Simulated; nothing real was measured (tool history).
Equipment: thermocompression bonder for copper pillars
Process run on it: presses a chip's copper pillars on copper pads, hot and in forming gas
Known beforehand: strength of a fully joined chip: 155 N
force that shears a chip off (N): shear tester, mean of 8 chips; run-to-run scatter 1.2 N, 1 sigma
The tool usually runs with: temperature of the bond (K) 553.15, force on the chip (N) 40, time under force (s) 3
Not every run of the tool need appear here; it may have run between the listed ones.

run   hour  temperature of the bond (K)  force on the chip (N)  time under force (s)  force that shears a chip off (N)
  1    0.0                       553.15                     40                     3                             104.9
  2   14.7                       553.15                     40                     3                             103.3
  3   30.8                       553.15                     40                     3                             105.7
  4   54.2                       553.15                     40                     3                             103.5
  5   82.6                       553.15                     40                     2                              90.7
  6  112.3                       553.15                     40                     2                              94.5
  7  131.2                       553.15                     40                     3                             102.5
  8  162.5                       550.15                     25                     2                              56.3
  9  185.5                       524.15                     28                     3                              52.0
 10  201.6                       523.15                     28                     3                              50.0
     206.2  -- force cell calibrated
 11  220.4                       553.15                     46                     2                             100.0
 12  233.7                       539.15                     26                     2                              48.7
 13  253.8                       539.15                     26                     2                              48.3
 14  267.6                       560.15                     26                     2                              66.4

Branching from run 14: 3 alternative next runs. What would each branch give?
  A  287.6                       553.15                     55                     2                                 ?
  B  287.6                       553.15                     40                     3                                 ?
  C  287.6                       547.15                     46                     3                                 ?

run  force that shears a chip off (N)
  A                             115.1
  B                             101.7
  C                             104.3
What these runs would have given with no unlogged condition in the tool:
run  force that shears a chip off (N)
  A                             119.9
  B                             106.1
  C                             108.7
